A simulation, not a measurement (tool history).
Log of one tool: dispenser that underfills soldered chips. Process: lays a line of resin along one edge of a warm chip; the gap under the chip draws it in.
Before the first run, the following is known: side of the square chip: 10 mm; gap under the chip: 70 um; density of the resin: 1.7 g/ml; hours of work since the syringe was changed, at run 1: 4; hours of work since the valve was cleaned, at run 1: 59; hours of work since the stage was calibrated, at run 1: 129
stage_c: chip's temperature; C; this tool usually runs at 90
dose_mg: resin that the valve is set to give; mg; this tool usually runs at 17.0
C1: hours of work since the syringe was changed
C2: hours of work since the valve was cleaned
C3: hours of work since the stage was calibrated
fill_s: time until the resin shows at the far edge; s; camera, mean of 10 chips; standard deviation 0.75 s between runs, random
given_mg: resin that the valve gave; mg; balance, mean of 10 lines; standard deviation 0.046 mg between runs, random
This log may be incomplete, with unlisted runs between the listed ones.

Run 1, hour 0.0: usual settings; C1 4; C2 59; C3 129. Result: fill_s 87.2 s, given_mg 16.44 mg.
At hour 2.8: new syringe of resin.
Run 2, hour 5.3: usual settings; C1 2; C2 62; C3 132. Result: fill_s 78.2 s, given_mg 16.29 mg.
Run 3, hour 9.6: usual settings; C1 4; C2 65; C3 135. Result: fill_s 91.4 s, given_mg 16.29 mg.
At hour 12.7: new syringe of resin.
Run 4, hour 14.3: usual settings; C1 1; C2 68; C3 138. Result: fill_s 76.9 s, given_mg 16.35 mg.
At hour 18.2: dispensing valve cleaned and set on the balance.
Run 5, hour 18.8: usual settings but stage_c 88 C; C1 3; C2 0; C3 140. Result: fill_s 90.3 s, given_mg 16.99 mg.
At hour 23.4: new syringe of resin.
Run 6, hour 23.4: usual settings but stage_c 103 C; C1 0; C2 3; C3 143. Result: fill_s 46.0 s, given_mg 16.94 mg.
Run 7, hour 27.2: usual settings; C1 2; C2 6; C3 145. Result: fill_s 82.3 s, given_mg 16.96 mg.
Run 8, hour 32.1: usual settings; C1 6; C2 9; C3 149. Result: fill_s 94.1 s, given_mg 16.90 mg.
At hour 33.3: new syringe of resin.
Run 9, hour 39.0: usual settings; C1 4; C2 13; C3 153. Result: fill_s 88.1 s, given_mg 16.94 mg.
At hour 43.0: new syringe of resin.
Run 10, hour 44.2: usual settings; C1 1; C2 16; C3 156. Result: fill_s 77.6 s, given_mg 16.83 mg.
Run 11, hour 49.7: usual settings but dose_mg 16.5 mg; C1 4; C2 20; C3 159. Result: fill_s 90.7 s, given_mg 16.25 mg.
At hour 52.6: new syringe of resin.
Run 12, hour 54.3: usual settings but dose_mg 19.7 mg; C1 1; C2 22; C3 162. Result: fill_s 75.4 s, given_mg 19.45 mg.
Run 13, hour 60.4: usual settings but dose_mg 19.7 mg; C1 5; C2 26; C3 166. Result: fill_s 90.6 s, given_mg 19.39 mg.
At hour 62.2: new syringe of resin.
Run 14, hour 65.4: usual settings; C1 2; C2 29; C3 169. Result: fill_s 82.6 s, given_mg 16.70 mg.
Run 15, hour 70.0: usual settings but dose_mg 18.9 mg; C1 5; C2 32; C3 172. Result: fill_s 92.7 s, given_mg 18.48 mg.
At hour 72.0: new syringe of resin.
Run 16, hour 74.7: usual settings but dose_mg 18.9 mg; C1 2; C2 35; C3 175. Result: fill_s 79.0 s, given_mg 18.44 mg.
Run 17, hour 78.4: usual settings but dose_mg 18.9 mg; C1 4; C2 37; C3 177. Result: fill_s 88.4 s, given_mg 18.36 mg.
At hour 81.7: new syringe of resin.
Run 18, hour 84.7: usual settings but dose_mg 18.9 mg; C1 2; C2 41; C3 181. Result: fill_s 77.9 s, given_mg 18.49 mg.
Run 19, hour 90.1: usual settings but stage_c 88 C, dose_mg 19.5 mg; C1 5; C2 45; C3 184. Result: fill_s 99.5 s, given_mg 18.91 mg.
At hour 91.5: new syringe of resin.
Run 20, hour 93.5: usual settings but stage_c 88 C, dose_mg 18.6 mg; C1 1; C2 47; C3 186. Result: fill_s 83.5 s, given_mg 18.06 mg.
Run 21, hour 99.2: usual settings but stage_c 88 C, dose_mg 17.9 mg; C1 5; C2 50; C3 190. Result: fill_s 98.3 s, given_mg 17.28 mg.
At hour 101.1: new syringe of resin.
Run 22, hour 104.5: usual settings but stage_c 86 C, dose_mg 20.4 mg; C1 2; C2 53; C3 193. Result: fill_s 94.2 s, given_mg 19.71 mg.
At hour 110.8: new syringe of resin.
Run 23, hour 111.3: usual settings but stage_c 101 C, dose_mg 21.2 mg; C1 0; C2 58; C3 197. Result: fill_s 47.5 s, given_mg 20.47 mg.
Run 24, hour 114.2: usual settings but stage_c 101 C, dose_mg 15.1 mg; C1 2; C2 59; C3 199. Result: fill_s 56.5 s, given_mg 14.54 mg.
Run 25, hour 119.0: usual settings but stage_c 79 C, dose_mg 22.0 mg; C1 5; C2 62; C3 202. Result: fill_s 138.6 s, given_mg 21.21 mg.
At hour 120.7: new syringe of resin.
Run 26, hour 124.9: usual settings but stage_c 79 C, dose_mg 22.0 mg; C1 3; C2 66; C3 206. Result: fill_s 125.2 s, given_mg 21.05 mg.
At hour 130.5: new syringe of resin.
At hour 131.5: dispensing valve cleaned and set on the balance.
Run 27, hour 132.4: usual settings but stage_c 82 C, dose_mg 14.6 mg; C1 1; C2 1; C3 210. Result: fill_s 107.6 s, given_mg 14.57 mg.

Below are 5 alternative next runs, each starting from the tool's condition after run 27. Predict each:
Run A, hour 138.9: usual settings but stage_c 93 C, dose_mg 20.8 mg; C1 5; C2 5; C3 214. Result: fill_s ?, given_mg ?.
Run B, hour 138.9: usual settings but stage_c 80 C, dose_mg 15.5 mg; C1 5; C2 5; C3 214. Result: fill_s ?, given_mg ?.
Run C, hour 138.9: usual settings but stage_c 101 C, dose_mg 20.5 mg; C1 5; C2 5; C3 214. Result: fill_s ?, given_mg ?.
Run D, hour 138.9: usual settings but stage_c 98 C, dose_mg 14.6 mg; C1 5; C2 5; C3 214. Result: fill_s ?, given_mg ?.
Run E, hour 138.9: usual settings but stage_c 95 C, dose_mg 15.5 mg; C1 5; C2 5; C3 214. Result: fill_s ?, given_mg ?.

run  fill_s  given_mg
  A    79.9     20.76
  B   138.4     15.47
  C    59.3     20.45
  D    71.4     14.60
  E    79.2     15.39
The same runs, with their run-to-run variation unchanged, on a tool lacking any hidden condition would have given:
run  fill_s  given_mg
  A    60.3     20.82
  B   103.9     15.51
  C    44.8     20.51
  D    54.0     14.64
  E    59.8     15.43
